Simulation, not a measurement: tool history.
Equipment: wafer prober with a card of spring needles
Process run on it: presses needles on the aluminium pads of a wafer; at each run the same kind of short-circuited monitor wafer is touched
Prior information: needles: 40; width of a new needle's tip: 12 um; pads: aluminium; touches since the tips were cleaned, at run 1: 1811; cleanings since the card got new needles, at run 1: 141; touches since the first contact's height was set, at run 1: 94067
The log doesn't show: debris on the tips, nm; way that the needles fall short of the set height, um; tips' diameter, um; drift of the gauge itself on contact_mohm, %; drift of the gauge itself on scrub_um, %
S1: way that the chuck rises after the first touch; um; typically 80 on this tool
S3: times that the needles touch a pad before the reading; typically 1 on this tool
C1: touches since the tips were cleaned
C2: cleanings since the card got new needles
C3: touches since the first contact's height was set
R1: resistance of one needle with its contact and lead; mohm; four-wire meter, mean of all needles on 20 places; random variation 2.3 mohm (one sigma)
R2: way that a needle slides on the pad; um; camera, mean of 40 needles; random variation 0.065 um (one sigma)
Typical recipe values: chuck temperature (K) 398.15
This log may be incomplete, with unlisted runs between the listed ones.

{"run": 1, "hour": 0.0, "S1": 80, "chuck temperature (K)": 398.15, "S3": 1, "C1": 1811, "C2": 141, "C3": 94067, "R1": 297, "R2": 15.68}
{"hour": 1.5, "done": "tips cleaned on abrasive film"}
{"hour": 8.2, "done": "tips cleaned on abrasive film"}
{"run": 2, "hour": 12.6, "S1": 80, "chuck temperature (K)": 398.15, "S3": 1, "C1": 1504, "C2": 143, "C3": 98343, "R1": 291, "R2": 15.62}
{"hour": 15.0, "done": "tips cleaned on abrasive film"}
{"hour": 22.2, "done": "tips cleaned on abrasive film"}
{"hour": 29.3, "done": "tips cleaned on abrasive film"}
{"hour": 36.1, "done": "tips cleaned on abrasive film"}
{"run": 3, "hour": 38.8, "S1": 80, "chuck temperature (K)": 307.15, "S3": 1, "C1": 935, "C2": 147, "C3": 107259, "R1": 267, "R2": 15.64}
{"hour": 41.7, "done": "height of the first contact set anew"}
{"hour": 42.9, "done": "tips cleaned on abrasive film"}
{"hour": 50.1, "done": "tips cleaned on abrasive film"}
{"hour": 57.0, "done": "tips cleaned on abrasive film"}
{"run": 4, "hour": 58.0, "S1": 93, "chuck temperature (K)": 307.15, "S3": 1, "C1": 339, "C2": 150, "C3": 5524, "R1": 252, "R2": 18.76}
{"hour": 63.4, "done": "tips cleaned on abrasive film"}
{"hour": 70.3, "done": "tips cleaned on abrasive film"}
{"run": 5, "hour": 74.8, "S1": 77, "chuck temperature (K)": 307.15, "S3": 1, "C1": 1536, "C2": 152, "C3": 11237, "R1": 278, "R2": 15.51}
{"hour": 76.3, "done": "tips cleaned on abrasive film"}
{"hour": 83.6, "done": "tips cleaned on abrasive film"}
{"run": 6, "hour": 88.7, "S1": 77, "chuck temperature (K)": 307.15, "S3": 1, "C1": 1778, "C2": 154, "C3": 15989, "R1": 283, "R2": 15.5}
{"hour": 90.3, "done": "tips cleaned on abrasive film"}
{"hour": 97.2, "done": "tips cleaned on abrasive film"}
{"hour": 103.1, "done": "tips cleaned on abrasive film"}
{"hour": 110.1, "done": "tips cleaned on abrasive film"}
{"run": 7, "hour": 112.7, "S1": 77, "chuck temperature (K)": 307.15, "S3": 1, "C1": 899, "C2": 158, "C3": 24118, "R1": 267, "R2": 15.36}
{"hour": 117.0, "done": "tips cleaned on abrasive film"}
{"hour": 123.9, "done": "tips cleaned on abrasive film"}
{"run": 8, "hour": 123.9, "S1": 80, "chuck temperature (K)": 398.15, "S3": 1, "C1": 0, "C2": 160, "C3": 27910, "R1": 265, "R2": 15.94}
{"hour": 130.9, "done": "tips cleaned on abrasive film"}
{"hour": 138.1, "done": "tips cleaned on abrasive film"}
{"hour": 143.9, "done": "tips cleaned on abrasive film"}
{"run": 9, "hour": 146.5, "S1": 80, "chuck temperature (K)": 398.15, "S3": 1, "C1": 880, "C2": 163, "C3": 35619, "R1": 289, "R2": 16.02}
{"hour": 150.9, "done": "tips cleaned on abrasive film"}
{"hour": 158.1, "done": "tips cleaned on abrasive film"}
{"hour": 165.3, "done": "tips cleaned on abrasive film"}
{"run": 10, "hour": 168.7, "S1": 80, "chuck temperature (K)": 398.15, "S3": 2, "C1": 1190, "C2": 166, "C3": 43189, "R1": 273, "R2": 16.02}
{"hour": 171.3, "done": "tips cleaned on abrasive film"}
{"hour": 178.3, "done": "tips cleaned on abrasive film"}
{"hour": 185.1, "done": "tips cleaned on abrasive film"}
{"hour": 192.1, "done": "tips cleaned on abrasive film"}
{"run": 11, "hour": 192.7, "S1": 80, "chuck temperature (K)": 398.15, "S3": 2, "C1": 205, "C2": 170, "C3": 51321, "R1": 266, "R2": 15.93}
{"hour": 198.5, "done": "tips cleaned on abrasive film"}
{"hour": 204.4, "done": "tips cleaned on abrasive film"}
{"run": 12, "hour": 210.0, "S1": 80, "chuck temperature (K)": 398.15, "S3": 2, "C1": 1960, "C2": 172, "C3": 57249, "R1": 289, "R2": 15.79}
{"hour": 211.6, "done": "tips cleaned on abrasive film"}
{"hour": 218.5, "done": "tips cleaned on abrasive film"}
{"run": 13, "hour": 221.4, "S1": 80, "chuck temperature (K)": 398.15, "S3": 2, "C1": 1007, "C2": 174, "C3": 61116, "R1": 274, "R2": 15.84}
{"hour": 224.4, "done": "tips cleaned on abrasive film"}
{"hour": 231.3, "done": "tips cleaned on abrasive film"}
{"run": 14, "hour": 233.1, "S1": 80, "chuck temperature (K)": 398.15, "S3": 2, "C1": 598, "C2": 176, "C3": 65055, "R1": 273, "R2": 15.81}
{"hour": 237.4, "done": "tips cleaned on abrasive film"}
{"hour": 244.6, "done": "tips cleaned on abrasive film"}
{"run": 15, "hour": 246.1, "S1": 80, "chuck temperature (K)": 398.15, "S3": 2, "C1": 494, "C2": 178, "C3": 69482, "R1": 269, "R2": 15.68}
{"hour": 251.4, "done": "tips cleaned on abrasive film"}
{"hour": 258.0, "done": "tips cleaned on abrasive film"}
{"hour": 265.1, "done": "tips cleaned on abrasive film"}
{"run": 16, "hour": 265.9, "S1": 80, "chuck temperature (K)": 398.15, "S3": 2, "C1": 268, "C2": 181, "C3": 76216, "R1": 267, "R2": 15.87}
{"hour": 271.6, "done": "tips cleaned on abrasive film"}
{"hour": 278.9, "done": "tips cleaned on abrasive film"}
{"hour": 285.7, "done": "tips cleaned on abrasive film"}
{"run": 17, "hour": 286.7, "S1": 82, "chuck temperature (K)": 321.15, "S3": 1, "C1": 322, "C2": 184, "C3": 83280, "R1": 255, "R2": 16.18}
{"hour": 292.1, "done": "tips cleaned on abrasive film"}
{"hour": 299.1, "done": "tips cleaned on abrasive film"}
{"hour": 306.1, "done": "tips cleaned on abrasive film"}
{"run": 18, "hour": 310.8, "S1": 98, "chuck temperature (K)": 303.15, "S3": 2, "C1": 1655, "C2": 187, "C3": 91528, "R1": 253, "R2": 19.32}
{"hour": 312.3, "done": "tips cleaned on abrasive film"}
{"hour": 319.3, "done": "tips cleaned on abrasive film"}
{"hour": 326.5, "done": "tips cleaned on abrasive film"}
{"hour": 332.8, "done": "tips cleaned on abrasive film"}
{"run": 19, "hour": 335.7, "S1": 98, "chuck temperature (K)": 311.15, "S3": 2, "C1": 989, "C2": 191, "C3": 99960, "R1": 252, "R2": 19.43}
{"hour": 340.1, "done": "tips cleaned on abrasive film"}
{"hour": 347.1, "done": "tips cleaned on abrasive film"}
{"hour": 353.7, "done": "tips cleaned on abrasive film"}
{"run": 20, "hour": 358.8, "S1": 98, "chuck temperature (K)": 311.15, "S3": 2, "C1": 1757, "C2": 194, "C3": 107844, "R1": 256, "R2": 19.26}
{"hour": 360.3, "done": "tips cleaned on abrasive film"}
{"hour": 360.6, "done": "height of the first contact set anew"}
{"hour": 367.5, "done": "tips cleaned on abrasive film"}
{"hour": 374.6, "done": "tips cleaned on abrasive film"}
{"run": 21, "hour": 378.3, "S1": 99, "chuck temperature (K)": 311.15, "S3": 2, "C1": 1277, "C2": 197, "C3": 6047, "R1": 249, "R2": 19.99}
{"hour": 381.2, "done": "tips cleaned on abrasive film"}
{"hour": 387.0, "done": "tips cleaned on abrasive film"}
{"hour": 394.0, "done": "tips cleaned on abrasive film"}
{"hour": 400.9, "done": "tips cleaned on abrasive film"}
{"run": 22, "hour": 402.0, "S1": 75, "chuck temperature (K)": 333.15, "S3": 2, "C1": 352, "C2": 201, "C3": 14081, "R1": 255, "R2": 15.07}
{"hour": 407.6, "done": "tips cleaned on abrasive film"}
{"hour": 414.9, "done": "tips cleaned on abrasive film"}
{"hour": 421.9, "done": "tips cleaned on abrasive film"}
{"run": 23, "hour": 422.8, "S1": 100, "chuck temperature (K)": 333.15, "S3": 2, "C1": 295, "C2": 204, "C3": 21165, "R1": 245, "R2": 20.04}
{"hour": 428.2, "done": "tips cleaned on abrasive film"}
{"hour": 434.6, "done": "tips cleaned on abrasive film"}
{"run": 24, "hour": 434.6, "S1": 63, "chuck temperature (K)": 333.15, "S3": 1, "C1": 0, "C2": 206, "C3": 25180, "R1": 254, "R2": 12.58}
{"hour": 441.3, "done": "tips cleaned on abrasive film"}
{"hour": 447.8, "done": "tips cleaned on abrasive film"}
{"run": 25, "hour": 448.2, "S1": 63, "chuck temperature (K)": 333.15, "S3": 1, "C1": 142, "C2": 208, "C3": 29820, "R1": 254, "R2": 12.54}
{"hour": 453.9, "done": "tips cleaned on abrasive film"}
{"hour": 459.7, "done": "tips cleaned on abrasive film"}
{"run": 26, "hour": 460.3, "S1": 63, "chuck temperature (K)": 333.15, "S3": 1, "C1": 195, "C2": 210, "C3": 33903, "R1": 259, "R2": 12.51}
{"hour": 466.0, "done": "tips cleaned on abrasive film"}
{"hour": 473.0, "done": "tips cleaned on abrasive film"}
{"hour": 479.5, "done": "tips cleaned on abrasive film"}
{"run": 27, "hour": 481.2, "S1": 74, "chuck temperature (K)": 301.15, "S3": 1, "C1": 597, "C2": 213, "C3": 41034, "R1": 261, "R2": 14.69}

Alternative continuations, all from the tool just after run 27; predict every row:
{"hour": 486.6, "done": "tips cleaned on abrasive film"}
{"hour": 493.5, "done": "tips cleaned on abrasive film"}
{"run": "A", "hour": 495.0, "S1": 74, "chuck temperature (K)": 333.15, "S3": 1, "C1": 509, "C2": 215, "C3": 45700, "R1": "?", "R2": "?"}
{"hour": 486.6, "done": "tips cleaned on abrasive film"}
{"hour": 493.5, "done": "tips cleaned on abrasive film"}
{"run": "B", "hour": 495.0, "S1": 85, "chuck temperature (K)": 398.15, "S3": 2, "C1": 509, "C2": 215, "C3": 45700, "R1": "?", "R2": "?"}
{"hour": 486.6, "done": "tips cleaned on abrasive film"}
{"hour": 493.5, "done": "tips cleaned on abrasive film"}
{"run": "C", "hour": 495.0, "S1": 74, "chuck temperature (K)": 343.15, "S3": 1, "C1": 509, "C2": 215, "C3": 45700, "R1": "?", "R2": "?"}

run=A R1=264 R2=14.7
run=B R1=269 R2=16.97
run=C R1=266 R2=14.58
Had the tool no hidden state, the same runs would have come out as:
run=A R1=243 R2=14.95
run=B R1=262 R2=17.21
run=C R1=245 R2=14.83
